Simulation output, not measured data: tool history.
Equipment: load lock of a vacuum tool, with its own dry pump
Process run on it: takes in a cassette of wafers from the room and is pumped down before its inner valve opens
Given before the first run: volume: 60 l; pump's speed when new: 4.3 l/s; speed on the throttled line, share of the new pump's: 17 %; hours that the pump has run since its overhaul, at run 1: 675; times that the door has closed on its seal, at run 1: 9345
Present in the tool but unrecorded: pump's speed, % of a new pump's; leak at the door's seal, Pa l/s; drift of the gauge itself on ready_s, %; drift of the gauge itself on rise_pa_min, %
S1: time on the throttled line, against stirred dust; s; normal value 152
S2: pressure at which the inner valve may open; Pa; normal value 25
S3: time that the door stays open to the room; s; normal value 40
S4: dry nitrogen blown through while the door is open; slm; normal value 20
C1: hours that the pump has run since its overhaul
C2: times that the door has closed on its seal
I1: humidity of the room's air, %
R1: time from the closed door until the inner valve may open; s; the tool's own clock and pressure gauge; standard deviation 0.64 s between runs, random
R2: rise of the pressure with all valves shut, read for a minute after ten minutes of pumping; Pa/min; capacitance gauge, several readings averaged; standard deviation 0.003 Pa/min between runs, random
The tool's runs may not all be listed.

| run | hour | S1 | S2 | S3 | S4 | C1 | C2 | I1 | R1 | R2 |
|---|---|---|---|---|---|---|---|---|---|---|
| 1 | 0 | 152 | 25 | 40 | 20 | 675 | 9345 | 44.7 | 240.9 | 0.09 |
| 2 | 103.2 | 152 | 25 | 40 | 20 | 778 | 9583 | 46.6 | 242.3 | 0.094 |
| 3 | 207.6 | 152 | 25 | 40 | 20 | 882 | 9822 | 44 | 241.4 | 0.096 |
| 4 | 276.7 | 152 | 25 | 40 | 20 | 951 | 9981 | 46.2 | 241.7 | 0.099 |
| 5 | 357.8 | 152 | 25 | 40 | 20 | 1032 | 10168 | 42.6 | 240.2 | 0.09 |
| 6 | 446 | 152 | 25 | 40 | 20 | 1121 | 10370 | 42 | 240.6 | 0.091 |
| 7 | 505.5 | 152 | 25 | 40 | 20 | 1180 | 10507 | 47.5 | 241 | 0.099 |
| 8 | 581.2 | 154 | 25 | 40 | 20 | 1256 | 10681 | 44.5 | 243.3 | 0.095 |
| 9 | 640 | 152 | 25 | 40 | 26 | 1315 | 10817 | 46.4 | 240.9 | 0.095 |
| 10 | 722 | 152 | 25 | 40 | 26 | 1397 | 11005 | 44.7 | 241.7 | 0.097 |
| 11 | 808.8 | 152 | 25 | 40 | 26 | 1483 | 11205 | 45.4 | 241.9 | 0.103 |
| 12 | 873 | 152 | 25 | 94 | 20 | 1548 | 11352 | 45.5 | 241.8 | 0.125 |
| 13 | 918.6 | 152 | 25 | 40 | 4 | 1593 | 11457 | 50.3 | 242.5 | 0.123 |
| 14 | 981.2 | 152 | 25 | 40 | 4 | 1656 | 11601 | 44.1 | 241.4 | 0.12 |
| 15 | 1043.5 | 152 | 25 | 90 | 20 | 1718 | 11744 | 49.3 | 242.1 | 0.125 |
| 16 | 1139.6 | 152 | 25 | 40 | 20 | 1814 | 11965 | 47.2 | 242.2 | 0.111 |
| 17 | 1234.8 | 152 | 25 | 40 | 20 | 1909 | 12184 | 45.5 | 242.7 | 0.114 |
| 18 | 1337.7 | 152 | 25 | 40 | 20 | 2012 | 12420 | 45 | 242.5 | 0.119 |
| 19 | 1424.3 | 217 | 27 | 122 | 34 | 2099 | 12620 | 47.9 | 293.2 | 0.129 |
| 20 | 1506.1 | 217 | 27 | 122 | 34 | 2181 | 12808 | 46.1 | 293.4 | 0.129 |
| 21 | 1583.3 | 152 | 49 | 111 | 20 | 2258 | 12985 | 46.2 | 232.3 | 0.142 |
| 22 | 1648.2 | 121 | 49 | 111 | 5 | 2323 | 13134 | 45.2 | 206.5 | 0.164 |
| 23 | 1755.5 | 259 | 33 | 62 | 5 | 2430 | 13381 | 45 | 325.4 | 0.142 |
| 24 | 1833.5 | 259 | 33 | 62 | 5 | 2508 | 13560 | 49 | 326.7 | 0.153 |
| 25 | 1886.9 | 194 | 33 | 62 | 5 | 2562 | 13683 | 45.2 | 273.4 | 0.148 |
| 26 | 1982.4 | 194 | 33 | 104 | 6 | 2657 | 13903 | 46.3 | 271.5 | 0.161 |

Estimate the outcome of run 27 from the log above:
| 27 | 2050.2 | 194 | 33 | 104 | 6 | 2725 | 14058 | 41.4 | ? | ? |

Run 27 produced R1 272.3 s, R2 0.168 Pa/min.
Take away the tool's hidden state, keep the run-to-run variation as it was, and the same run would have given R1 271.2 s, R2 0.075 Pa/min.
